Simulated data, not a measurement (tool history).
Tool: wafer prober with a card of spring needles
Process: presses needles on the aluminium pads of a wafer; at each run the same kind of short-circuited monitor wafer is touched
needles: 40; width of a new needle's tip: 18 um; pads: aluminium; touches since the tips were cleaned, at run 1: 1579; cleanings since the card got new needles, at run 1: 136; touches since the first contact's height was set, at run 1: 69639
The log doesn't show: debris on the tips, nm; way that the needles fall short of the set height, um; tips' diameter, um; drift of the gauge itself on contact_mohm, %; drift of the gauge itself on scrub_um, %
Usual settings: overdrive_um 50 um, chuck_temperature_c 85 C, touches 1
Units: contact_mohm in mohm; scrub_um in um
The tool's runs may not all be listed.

run     day  overdrive_um  chuck_temperature_c  touches  touches since the tips were cleaned  cleanings since the card got new needles  touches since the first contact's height was set  contact_mohm  scrub_um
  1       0            50                   85        1                                 1579                                       136                                             69639           185     10.03
      0.054  -- tips cleaned on abrasive film
       0.25  -- tips cleaned on abrasive film
      0.446  -- tips cleaned on abrasive film
      0.692  -- tips cleaned on abrasive film
      0.938  -- tips cleaned on abrasive film
      1.138  -- tips cleaned on abrasive film
      1.383  -- tips cleaned on abrasive film
      1.579  -- tips cleaned on abrasive film
      1.779  -- tips cleaned on abrasive film
      1.975  -- tips cleaned on abrasive film
      2.171  -- tips cleaned on abrasive film
      2.421  -- tips cleaned on abrasive film
      2.667  -- tips cleaned on abrasive film
      2.862  -- tips cleaned on abrasive film
      3.058  -- tips cleaned on abrasive film
      3.271  -- tips cleaned on abrasive film
  2   3.271            50                   85        1                                    0                                       152                                            103578           184     10.06
      3.517  -- tips cleaned on abrasive film
      3.717  -- tips cleaned on abrasive film
      3.912  -- tips cleaned on abrasive film
      4.112  -- tips cleaned on abrasive film
      4.308  -- tips cleaned on abrasive film
      4.554  -- tips cleaned on abrasive film
       4.75  -- tips cleaned on abrasive film
       4.95  -- tips cleaned on abrasive film
      5.146  -- tips cleaned on abrasive film
      5.392  -- tips cleaned on abrasive film
      5.592  -- tips cleaned on abrasive film
  3   5.662            50                   85        1                                  746                                       163                                            128374           183     10.15
      5.808  -- tips cleaned on abrasive film
      6.054  -- tips cleaned on abrasive film
      6.254  -- tips cleaned on abrasive film
        6.5  -- tips cleaned on abrasive film
      6.746  -- tips cleaned on abrasive film
      6.992  -- tips cleaned on abrasive film
      7.238  -- tips cleaned on abrasive film
      7.433  -- tips cleaned on abrasive film
      7.633  -- tips cleaned on abrasive film
      7.879  -- tips cleaned on abrasive film
      8.075  -- tips cleaned on abrasive film
      8.321  -- tips cleaned on abrasive film
  4   8.433            50                   85        2                                 1206                                       175                                            157214           184     10.28
      8.538  -- tips cleaned on abrasive film
      8.733  -- tips cleaned on abrasive film
      8.929  -- tips cleaned on abrasive film
      9.129  -- tips cleaned on abrasive film
      9.375  -- tips cleaned on abrasive film
      9.571  -- tips cleaned on abrasive film
      9.817  -- tips cleaned on abrasive film
     10.017  -- tips cleaned on abrasive film
     10.212  -- tips cleaned on abrasive film
     10.408  -- tips cleaned on abrasive film
     10.608  -- tips cleaned on abrasive film
     10.854  -- tips cleaned on abrasive film
       11.1  -- tips cleaned on abrasive film
     11.296  -- tips cleaned on abrasive film
     11.496  -- tips cleaned on abrasive film
     11.692  -- tips cleaned on abrasive film
     11.938  -- tips cleaned on abrasive film
     12.138  -- tips cleaned on abrasive film
     12.333  -- tips cleaned on abrasive film
  5  12.438            50                   85        2                                 1123                                       194                                            198763           182     10.24
     12.542  -- tips cleaned on abrasive film
     12.788  -- tips cleaned on abrasive film
     12.983  -- tips cleaned on abrasive film
     13.179  -- tips cleaned on abrasive film
     13.379  -- tips cleaned on abrasive film
     13.625  -- tips cleaned on abrasive film
     13.871  -- tips cleaned on abrasive film
     14.067  -- tips cleaned on abrasive film
     14.267  -- tips cleaned on abrasive film
  6  14.454            50                   85        2                                 2010                                       203                                            219707           182     10.23
     14.508  -- tips cleaned on abrasive film
     14.754  -- tips cleaned on abrasive film
         15  -- tips cleaned on abrasive film
     15.196  -- tips cleaned on abrasive film
     15.396  -- tips cleaned on abrasive film
     15.592  -- tips cleaned on abrasive film
     15.838  -- tips cleaned on abrasive film
     16.083  -- tips cleaned on abrasive film
     16.192  -- height of the first contact set anew
     16.292  -- tips cleaned on abrasive film
     16.538  -- tips cleaned on abrasive film
     16.738  -- tips cleaned on abrasive film
     16.983  -- tips cleaned on abrasive film
     17.179  -- tips cleaned on abrasive film
     17.425  -- tips cleaned on abrasive film
     17.625  -- tips cleaned on abrasive film
     17.871  -- tips cleaned on abrasive film
     18.067  -- tips cleaned on abrasive film
     18.312  -- tips cleaned on abrasive film
     18.542  -- tips cleaned on abrasive film
  7  18.542            50                   26        2                                    0                                       222                                             24398           171     10.26
     18.742  -- tips cleaned on abrasive film
     18.988  -- tips cleaned on abrasive film
     19.183  -- tips cleaned on abrasive film
     19.429  -- tips cleaned on abrasive film
     19.675  -- tips cleaned on abrasive film
     19.921  -- tips cleaned on abrasive film
     20.121  -- tips cleaned on abrasive film
     20.317  -- tips cleaned on abrasive film
     20.512  -- tips cleaned on abrasive film
     20.712  -- tips cleaned on abrasive film
  8  20.879            60                   72        2                                 1784                                       232                                             48698           175     12.41
     20.933  -- tips cleaned on abrasive film
     21.129  -- tips cleaned on abrasive film
     21.329  -- tips cleaned on abrasive film
     21.575  -- tips cleaned on abrasive film
     21.771  -- tips cleaned on abrasive film
     21.967  -- tips cleaned on abrasive film
     22.167  -- tips cleaned on abrasive film
     22.412  -- tips cleaned on abrasive film
     22.608  -- tips cleaned on abrasive film
     22.808  -- tips cleaned on abrasive film
     23.004  -- tips cleaned on abrasive film
      23.25  -- tips cleaned on abrasive film
  9  23.275            50                  102        1                                  249                                       244                                             73510           188      10.3
     23.471  -- tips cleaned on abrasive film
     23.671  -- tips cleaned on abrasive film
     23.867  -- tips cleaned on abrasive film
     24.062  -- tips cleaned on abrasive film
     24.308  -- tips cleaned on abrasive film
     24.554  -- tips cleaned on abrasive film
     24.754  -- tips cleaned on abrasive film
      24.95  -- tips cleaned on abrasive film
      25.15  -- tips cleaned on abrasive film
     25.346  -- tips cleaned on abrasive film
     25.592  -- tips cleaned on abrasive film
     25.788  -- tips cleaned on abrasive film
     26.033  -- tips cleaned on abrasive film
 10  26.196            50                   78        1                                 1717                                       257                                            103884           182      10.2
      26.25  -- tips cleaned on abrasive film
     26.446  -- tips cleaned on abrasive film
     26.646  -- tips cleaned on abrasive film
     26.842  -- tips cleaned on abrasive film
     27.088  -- tips cleaned on abrasive film
     27.288  -- tips cleaned on abrasive film
     27.533  -- tips cleaned on abrasive film
     27.729  -- tips cleaned on abrasive film
     27.925  -- tips cleaned on abrasive film
     28.125  -- tips cleaned on abrasive film
     28.371  -- tips cleaned on abrasive film
     28.567  -- tips cleaned on abrasive film
     28.812  -- tips cleaned on abrasive film
     29.012  -- tips cleaned on abrasive film
     29.258  -- tips cleaned on abrasive film
     29.454  -- tips cleaned on abrasive film
      29.65  -- tips cleaned on abrasive film
 11  29.654            50                   78        1                                   44                                       274                                            139747           180     10.19
     29.854  -- tips cleaned on abrasive film
      30.05  -- tips cleaned on abrasive film
     30.246  -- tips cleaned on abrasive film
     30.446  -- tips cleaned on abrasive film
     30.642  -- tips cleaned on abrasive film
     30.888  -- tips cleaned on abrasive film
     31.133  -- tips cleaned on abrasive film
     31.333  -- tips cleaned on abrasive film
     31.579  -- tips cleaned on abrasive film
     31.825  -- tips cleaned on abrasive film
     32.021  -- tips cleaned on abrasive film
     32.221  -- tips cleaned on abrasive film
 12  32.358            42                   25        3                                 1488                                       286                                            167836           179      8.38

The next listed run, before its measurement:
     32.458  -- tips cleaned on abrasive film
     32.658  -- tips cleaned on abrasive film
     32.854  -- tips cleaned on abrasive film
       33.1  -- tips cleaned on abrasive film
     33.346  -- tips cleaned on abrasive film
     33.546  -- tips cleaned on abrasive film
     33.792  -- tips cleaned on abrasive film
     34.038  -- tips cleaned on abrasive film
     34.233  -- tips cleaned on abrasive film
     34.479  -- tips cleaned on abrasive film
     34.725  -- tips cleaned on abrasive film
     34.925  -- tips cleaned on abrasive film
     35.121  -- tips cleaned on abrasive film
     35.317  -- tips cleaned on abrasive film
     35.517  -- tips cleaned on abrasive film
 13  35.625            42                   25        3                                 1163                                       301                                            201749             ?         ?

contact_mohm: 174 mohm
scrub_um: 8.62 um
Without the tool's hidden state the same run would have given contact_mohm 174 mohm, scrub_um 8.62 um.
